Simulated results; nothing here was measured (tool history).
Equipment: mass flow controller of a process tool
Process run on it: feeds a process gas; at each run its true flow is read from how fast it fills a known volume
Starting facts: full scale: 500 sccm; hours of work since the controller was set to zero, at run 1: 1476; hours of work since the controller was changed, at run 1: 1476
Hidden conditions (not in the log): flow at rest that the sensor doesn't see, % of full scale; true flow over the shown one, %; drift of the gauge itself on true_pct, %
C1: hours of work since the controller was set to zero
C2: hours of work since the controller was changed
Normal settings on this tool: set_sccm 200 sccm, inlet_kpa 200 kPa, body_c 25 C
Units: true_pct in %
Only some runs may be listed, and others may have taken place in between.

Run 1, hour 0: usual settings; C1 1476; C2 1476. Result: true_pct 97.96 %.
Run 2, hour 137.1: usual settings; C1 1579; C2 1579. Result: true_pct 97.99 %.
Run 3, hour 278.5: usual settings; C1 1685; C2 1685. Result: true_pct 98.09 %.
Run 4, hour 466.7: usual settings but set_sccm 313 sccm; C1 1827; C2 1827. Result: true_pct 98.72 %.
Run 5, hour 763.8: usual settings but set_sccm 313 sccm; C1 2050; C2 2050. Result: true_pct 98.73 %.
Run 6, hour 971.1: usual settings but set_sccm 313 sccm; C1 2206; C2 2206. Result: true_pct 98.91 %.
Run 7, hour 1277.7: usual settings but set_sccm 186 sccm; C1 2437; C2 2437. Result: true_pct 97.9 %.
Run 8, hour 1550.4: usual settings but set_sccm 186 sccm; C1 2642; C2 2642. Result: true_pct 98.04 %.
Run 9, hour 1865.3: usual settings but set_sccm 186 sccm; C1 2879; C2 2879. Result: true_pct 97.99 %.
Run 10, hour 2098.8: usual settings but inlet_kpa 235 kPa; C1 3054; C2 3054. Result: true_pct 98.17 %.
Run 11, hour 2301.4: usual settings but inlet_kpa 235 kPa; C1 3207; C2 3207. Result: true_pct 98.25 %.
Run 12, hour 2545.6: usual settings but inlet_kpa 235 kPa, body_c 30 C; C1 3391; C2 3391. Result: true_pct 98.55 %.
Run 13, hour 2813.6: usual settings but inlet_kpa 235 kPa, body_c 30 C; C1 3592; C2 3592. Result: true_pct 98.53 %.
Run 14, hour 2968.9: usual settings but inlet_kpa 235 kPa, body_c 30 C; C1 3709; C2 3709. Result: true_pct 98.62 %.
Run 15, hour 3170.6: usual settings but inlet_kpa 235 kPa, body_c 30 C; C1 3861; C2 3861. Result: true_pct 98.73 %.
Run 16, hour 3328: usual settings but inlet_kpa 235 kPa, body_c 30 C; C1 3979; C2 3979. Result: true_pct 98.73 %.
Run 17, hour 3540.5: usual settings but inlet_kpa 235 kPa, body_c 30 C; C1 4139; C2 4139. Result: true_pct 98.62 %.
Run 18, hour 3702.3: usual settings; C1 4261; C2 4261. Result: true_pct 98.14 %.
Run 19, hour 3847.4: usual settings; C1 4370; C2 4370. Result: true_pct 98.27 %.
Run 20, hour 3981.9: usual settings but inlet_kpa 245 kPa; C1 4471; C2 4471. Result: true_pct 98.34 %.
Run 21, hour 4205.9: usual settings but body_c 34 C; C1 4640; C2 4640. Result: true_pct 98.95 %.
Run 22, hour 4507.7: usual settings but body_c 34 C; C1 4867; C2 4867. Result: true_pct 98.89 %.
Run 23, hour 4691.2: usual settings but set_sccm 229 sccm; C1 5005; C2 5005. Result: true_pct 98.56 %.
Run 24, hour 4874.4: usual settings but set_sccm 229 sccm; C1 5142; C2 5142. Result: true_pct 98.6 %.
Run 25, hour 5076.2: usual settings but set_sccm 204 sccm, inlet_kpa 144 kPa, body_c 22 C; C1 5294; C2 5294. Result: true_pct 98.03 %.
Run 26, hour 5397: usual settings but set_sccm 159 sccm, inlet_kpa 161 kPa, body_c 40 C; C1 5536; C2 5536. Result: true_pct 99.03 %.
Run 27, hour 5670.2: usual settings but set_sccm 82 sccm, inlet_kpa 271 kPa, body_c 28 C; C1 5741; C2 5741. Result: true_pct 98 %.
Run 28, hour 6003.4: usual settings but inlet_kpa 170 kPa, body_c 39 C; C1 5992; C2 5992. Result: true_pct 99.42 %.
Run 29, hour 6289.5: usual settings but inlet_kpa 170 kPa, body_c 39 C; C1 6207; C2 6207. Result: true_pct 99.31 %.
Run 30, hour 6550.2: usual settings but inlet_kpa 170 kPa, body_c 39 C; C1 6403; C2 6403. Result: true_pct 99.36 %.
Run 31, hour 6761.4: usual settings but inlet_kpa 170 kPa, body_c 39 C; C1 6562; C2 6562. Result: true_pct 99.35 %.
Run 32, hour 7092.2: usual settings but set_sccm 84 sccm; C1 6811; C2 6811. Result: true_pct 97.67 %.
Run 33, hour 7233.5: usual settings but set_sccm 240 sccm, inlet_kpa 227 kPa, body_c 28 C; C1 6917; C2 6917. Result: true_pct 98.97 %.
Run 34, hour 7559: usual settings but set_sccm 340 sccm, inlet_kpa 155 kPa, body_c 22 C; C1 7162; C2 7162. Result: true_pct 99.15 %.
At hour 7701.5: controller's zero set anew.
Run 35, hour 7701.5: usual settings but set_sccm 340 sccm, inlet_kpa 151 kPa, body_c 31 C; C1 0; C2 7269. Result: true_pct 99.82 %.
Run 36, hour 7939.5: usual settings but set_sccm 124 sccm, inlet_kpa 168 kPa, body_c 27 C; C1 179; C2 7448. Result: true_pct 98 %.
Run 37, hour 8123.6: usual settings but body_c 23 C; C1 317; C2 7586. Result: true_pct 98.33 %.
Run 38, hour 8313.7: usual settings but set_sccm 74 sccm, body_c 31 C; C1 461; C2 7729. Result: true_pct 98.16 %.
Run 39, hour 8509.8: usual settings but inlet_kpa 239 kPa, body_c 30 C; C1 608; C2 7877. Result: true_pct 99.04 %.
At hour 8635.8: gauge calibrated.
Run 40, hour 8729.3: usual settings but set_sccm 146 sccm, inlet_kpa 168 kPa, body_c 23 C; C1 773; C2 8042. Result: true_pct 97.41 %.
Run 41, hour 9043.8: usual settings but set_sccm 146 sccm, inlet_kpa 168 kPa, body_c 23 C; C1 1010; C2 8278. Result: true_pct 97.48 %.
Run 42, hour 9350.8: usual settings but inlet_kpa 191 kPa, body_c 31 C; C1 1241; C2 8509. Result: true_pct 98.41 %.
Run 43, hour 9652.1: usual settings but set_sccm 306 sccm, inlet_kpa 194 kPa, body_c 29 C; C1 1467; C2 8736. Result: true_pct 98.94 %.
Run 44, hour 9913.1: usual settings but inlet_kpa 163 kPa; C1 1664; C2 8932. Result: true_pct 98 %.
Run 45, hour 10230.7: usual settings but set_sccm 422 sccm, inlet_kpa 232 kPa, body_c 31 C; C1 1903; C2 9171. Result: true_pct 100.16 %.
Run 46, hour 10455.5: usual settings but set_sccm 422 sccm, inlet_kpa 232 kPa, body_c 21 C; C1 2072; C2 9340. Result: true_pct 99.31 %.
Run 47, hour 10624.5: usual settings but set_sccm 143 sccm, inlet_kpa 205 kPa, body_c 40 C; C1 2199; C2 9467. Result: true_pct 98.81 %.
Run 48, hour 10779.6: usual settings but inlet_kpa 174 kPa; C1 2315; C2 9584. Result: true_pct 98.03 %.

Below are 3 alternative next runs, each starting from the tool's condition after run 48. Predict each:
Run A, hour 10945.9: usual settings but set_sccm 380 sccm, inlet_kpa 259 kPa, body_c 40 C; C1 2441; C2 9709. Result: true_pct ?.
Run B, hour 10945.9: usual settings but set_sccm 198 sccm; C1 2441; C2 9709. Result: true_pct ?.
Run C, hour 10945.9: usual settings but set_sccm 275 sccm, inlet_kpa 243 kPa, body_c 32 C; C1 2441; C2 9709. Result: true_pct ?.

run  true_pct
  A    100.65
  B      98.1
  C     99.19
Had the tool no hidden state, the same runs would have come out as:
run  true_pct
  A    100.48
  B     97.93
  C     99.03
